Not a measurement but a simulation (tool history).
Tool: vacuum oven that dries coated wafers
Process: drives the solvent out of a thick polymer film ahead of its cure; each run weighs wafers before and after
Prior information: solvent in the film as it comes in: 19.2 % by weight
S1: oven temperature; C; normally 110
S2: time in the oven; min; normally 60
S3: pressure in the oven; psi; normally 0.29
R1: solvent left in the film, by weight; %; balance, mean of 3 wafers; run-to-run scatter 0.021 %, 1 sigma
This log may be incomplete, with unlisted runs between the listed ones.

{"run": 1, "hour": 0.0, "S1": 110, "S2": 60, "S3": 0.29, "R1": 3}
{"run": 2, "hour": 23.9, "S1": 110, "S2": 60, "S3": 0.29, "R1": 3}
{"run": 3, "hour": 54.1, "S1": 112, "S2": 60, "S3": 0.29, "R1": 2.48}
{"run": 4, "hour": 80.3, "S1": 112, "S2": 60, "S3": 0.29, "R1": 2.48}
{"run": 5, "hour": 101.2, "S1": 110, "S2": 75, "S3": 0.29, "R1": 2.33}
{"run": 6, "hour": 118.8, "S1": 110, "S2": 75, "S3": 0.29, "R1": 2.3}
{"run": 7, "hour": 134.5, "S1": 110, "S2": 60, "S3": 0.29, "R1": 2.98}
{"run": 8, "hour": 163.1, "S1": 110, "S2": 60, "S3": 0.29, "R1": 3.01}
{"run": 9, "hour": 194.2, "S1": 110, "S2": 60, "S3": 0.29, "R1": 2.98}
{"run": 10, "hour": 221.1, "S1": 110, "S2": 60, "S3": 0.29, "R1": 3}
{"run": 11, "hour": 235.0, "S1": 107, "S2": 49, "S3": 0.171, "R1": 4.3}
{"run": 12, "hour": 256.4, "S1": 107, "S2": 49, "S3": 0.171, "R1": 4.34}
{"hour": 273.1, "done": "oven's thermocouples calibrated"}
{"run": 13, "hour": 289.6, "S1": 107, "S2": 49, "S3": 0.171, "R1": 4.69}
{"run": 14, "hour": 319.6, "S1": 119, "S2": 39, "S3": 0.571, "R1": 3.28}
{"run": 15, "hour": 338.9, "S1": 119, "S2": 39, "S3": 0.571, "R1": 3.3}
{"run": 16, "hour": 369.1, "S1": 119, "S2": 39, "S3": 0.571, "R1": 3.29}
{"run": 17, "hour": 394.6, "S1": 119, "S2": 39, "S3": 0.571, "R1": 3.29}
{"run": 18, "hour": 414.9, "S1": 102, "S2": 41, "S3": 0.229, "R1": 7.79}
{"run": 19, "hour": 443.4, "S1": 120, "S2": 34, "S3": 0.207, "R1": 2.37}
{"run": 20, "hour": 459.9, "S1": 120, "S2": 34, "S3": 0.207, "R1": 2.4}

Hidden state or all else? Some run-to-run changes of R1, split into what the settings, what came in and random variation would give without the hidden state, and what is left for the hidden state (with any gauge scatter that isn't in both results):
What the log doesn't record here: true wafer temperature over the reading, C; true pressure over the reading, kPa; drift of the gauge itself on solvent_pct, %.
Run 10 -> 11: S1 110 -> 107, S2 60 -> 49, S3 0.29 -> 0.171. R1 +1.3 %: hidden state -0.13, all else +1.43.
Run 12 -> 13: oven's thermocouples calibrated. R1 +0.35 %: hidden state +0.38, all else -0.03.
Run 17 -> 18: S1 119 -> 102, S2 39 -> 41, S3 0.571 -> 0.229. R1 +4.5 %: hidden state -0.05, all else +4.55.
Run 18 -> 19: S1 102 -> 120, S2 41 -> 34, S3 0.229 -> 0.207. R1 -5.42 %: hidden state +0.03, all else -5.45.

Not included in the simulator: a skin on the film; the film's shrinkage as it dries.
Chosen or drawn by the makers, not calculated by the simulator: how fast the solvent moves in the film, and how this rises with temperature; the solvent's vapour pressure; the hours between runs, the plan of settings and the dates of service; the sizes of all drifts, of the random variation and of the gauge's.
